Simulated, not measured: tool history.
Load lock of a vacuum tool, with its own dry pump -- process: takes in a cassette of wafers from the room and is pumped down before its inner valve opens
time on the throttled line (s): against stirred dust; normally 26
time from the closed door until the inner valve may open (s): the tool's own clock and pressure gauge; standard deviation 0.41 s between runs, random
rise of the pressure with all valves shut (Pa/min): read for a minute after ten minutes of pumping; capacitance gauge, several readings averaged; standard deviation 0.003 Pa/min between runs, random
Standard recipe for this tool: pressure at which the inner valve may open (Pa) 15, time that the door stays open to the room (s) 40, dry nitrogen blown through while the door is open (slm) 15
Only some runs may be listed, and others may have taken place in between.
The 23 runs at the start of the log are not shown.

run,day,time on the throttled line (s),pressure at which the inner valve may open (Pa),time that the door stays open to the room (s),dry nitrogen blown through while the door is open (slm),hours that the pump has run since its overhaul,times that the door has closed on its seal,"incoming humidity of the room's air, %",time from the closed door until the inner valve may open (s),rise of the pressure with all valves shut (Pa/min)
24,73.138,26,19,100,15,1167,7942,47.0,45.6,0.087
25,76.733,26,19,100,15,1254,8078,47.0,45.7,0.086
26,80.317,28,12,142,5,1340,8213,45.4,48.7,0.125
27,84.262,19,23,238,5,1434,8362,40.9,39.7,0.150
28,86.842,19,13,238,6,1496,8460,49.0,41.9,0.161
29,90.512,26,13,40,15,1584,8598,44.6,47.0,0.055
30,92.975,26,13,40,15,1644,8691,47.2,46.7,0.056
31,96.525,26,15,40,39,1729,8825,47.1,46.8,0.048
32,99.421,26,15,182,15,1798,8935,43.8,47.1,0.110
33,103.062,26,18,182,19,1886,9072,45.1,46.5,0.105

3 options for the next run, each taken on its own from the tool as it stands now. Forecast them:
A,107.221,26,18,182,25,1985,9229,44.3,?,?
B,107.221,26,15,40,11,1985,9229,46.0,?,?
C,107.221,30,18,52,15,1985,9229,40.2,?,?

run,time from the closed door until the inner valve may open (s),rise of the pressure with all valves shut (Pa/min)
A,46.0,0.098
B,46.9,0.059
C,48.2,0.058
Stripped of hidden state, with their random variation kept, the same runs would have yielded:
run,time from the closed door until the inner valve may open (s),rise of the pressure with all valves shut (Pa/min)
A,45.2,0.090
B,46.0,0.050
C,47.4,0.049
